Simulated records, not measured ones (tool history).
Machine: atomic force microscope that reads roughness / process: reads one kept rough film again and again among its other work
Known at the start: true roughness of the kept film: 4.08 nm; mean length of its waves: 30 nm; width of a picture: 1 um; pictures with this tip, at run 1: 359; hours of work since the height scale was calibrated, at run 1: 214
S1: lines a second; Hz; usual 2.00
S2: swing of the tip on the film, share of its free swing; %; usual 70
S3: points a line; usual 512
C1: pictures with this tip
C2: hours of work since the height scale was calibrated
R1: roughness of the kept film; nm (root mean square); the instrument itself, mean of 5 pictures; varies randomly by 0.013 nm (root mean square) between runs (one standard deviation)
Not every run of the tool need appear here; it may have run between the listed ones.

Run 1, hour 0.0: usual settings; C1 359; C2 214. Result: R1 2.112 nm (root mean square).
Run 2, hour 5.1: usual settings; C1 366; C2 216. Result: R1 2.107 nm (root mean square).
Run 3, hour 14.9: usual settings; C1 381; C2 222. Result: R1 2.089 nm (root mean square).
At hour 19.6: new tip fitted.
Run 4, hour 21.7: usual settings but S3 506; C1 3; C2 225. Result: R1 3.204 nm (root mean square).
Run 5, hour 30.6: usual settings but S3 506; C1 15; C2 230. Result: R1 3.132 nm (root mean square).
Run 6, hour 41.8: usual settings but S3 506; C1 32; C2 237. Result: R1 3.072 nm (root mean square).
Run 7, hour 53.2: usual settings but S2 88 %, S3 506; C1 48; C2 243. Result: R1 2.686 nm (root mean square).
Run 8, hour 63.9: usual settings but S3 869; C1 64; C2 249. Result: R1 2.943 nm (root mean square).
Run 9, hour 73.5: usual settings but S3 869; C1 77; C2 254. Result: R1 2.900 nm (root mean square).
Run 10, hour 84.3: usual settings but S3 260; C1 93; C2 260. Result: R1 2.796 nm (root mean square).
Run 11, hour 94.1: usual settings but S3 930; C1 107; C2 266. Result: R1 2.772 nm (root mean square).
Run 12, hour 99.0: usual settings but S3 930; C1 114; C2 268. Result: R1 2.768 nm (root mean square).
Run 13, hour 105.7: usual settings but S2 73 %; C1 124; C2 272. Result: R1 2.688 nm (root mean square).
Run 14, hour 111.6: usual settings but S2 73 %; C1 132; C2 275. Result: R1 2.667 nm (root mean square).
Run 15, hour 117.7: usual settings but S2 73 %; C1 141; C2 279. Result: R1 2.619 nm (root mean square).
Run 16, hour 128.8: usual settings but S2 73 %; C1 157; C2 285. Result: R1 2.563 nm (root mean square).
Run 17, hour 136.2: usual settings but S2 73 %; C1 168; C2 289. Result: R1 2.543 nm (root mean square).
Run 18, hour 146.0: usual settings but S2 73 %; C1 182; C2 295. Result: R1 2.508 nm (root mean square).
Run 19, hour 151.0: usual settings but S2 73 %; C1 189; C2 297. Result: R1 2.492 nm (root mean square).
Run 20, hour 158.4: usual settings but S2 73 %; C1 200; C2 301. Result: R1 2.453 nm (root mean square).
Run 21, hour 163.5: usual settings but S2 73 %, S3 774; C1 207; C2 304. Result: R1 2.428 nm (root mean square).
Run 22, hour 169.1: usual settings but S1 1.64 Hz; C1 216; C2 307. Result: R1 2.485 nm (root mean square).
Run 23, hour 177.7: usual settings but S1 0.53 Hz; C1 228; C2 312. Result: R1 2.532 nm (root mean square).
Run 24, hour 182.9: usual settings but S1 0.53 Hz, S2 89 %; C1 236; C2 315. Result: R1 2.433 nm (root mean square).
Run 25, hour 192.3: usual settings but S2 73 %; C1 249; C2 320. Result: R1 2.315 nm (root mean square).
Run 26, hour 203.6: usual settings but S2 73 %; C1 265; C2 327. Result: R1 2.303 nm (root mean square).
Run 27, hour 208.5: usual settings but S2 73 %; C1 273; C2 329. Result: R1 2.290 nm (root mean square).
Run 28, hour 216.9: usual settings but S2 73 %; C1 285; C2 334. Result: R1 2.257 nm (root mean square).
At hour 218.7: height scale calibrated on a step standard.
Run 29, hour 226.9: usual settings but S1 1.22 Hz, S2 73 %; C1 298; C2 5. Result: R1 2.285 nm (root mean square).
Run 30, hour 234.4: usual settings but S2 59 %, S3 919; C1 308; C2 9. Result: R1 2.305 nm (root mean square).

What does the tool deliver on the next run?
Run 31, hour 243.5: usual settings but S1 3.59 Hz, S2 63 %; C1 322; C2 14. Result: R1 ?.

{"run 31": {"R1": 2.158}}
The same run, on a tool lacking any hidden state, would have yielded R1 3.154 nm (root mean square).

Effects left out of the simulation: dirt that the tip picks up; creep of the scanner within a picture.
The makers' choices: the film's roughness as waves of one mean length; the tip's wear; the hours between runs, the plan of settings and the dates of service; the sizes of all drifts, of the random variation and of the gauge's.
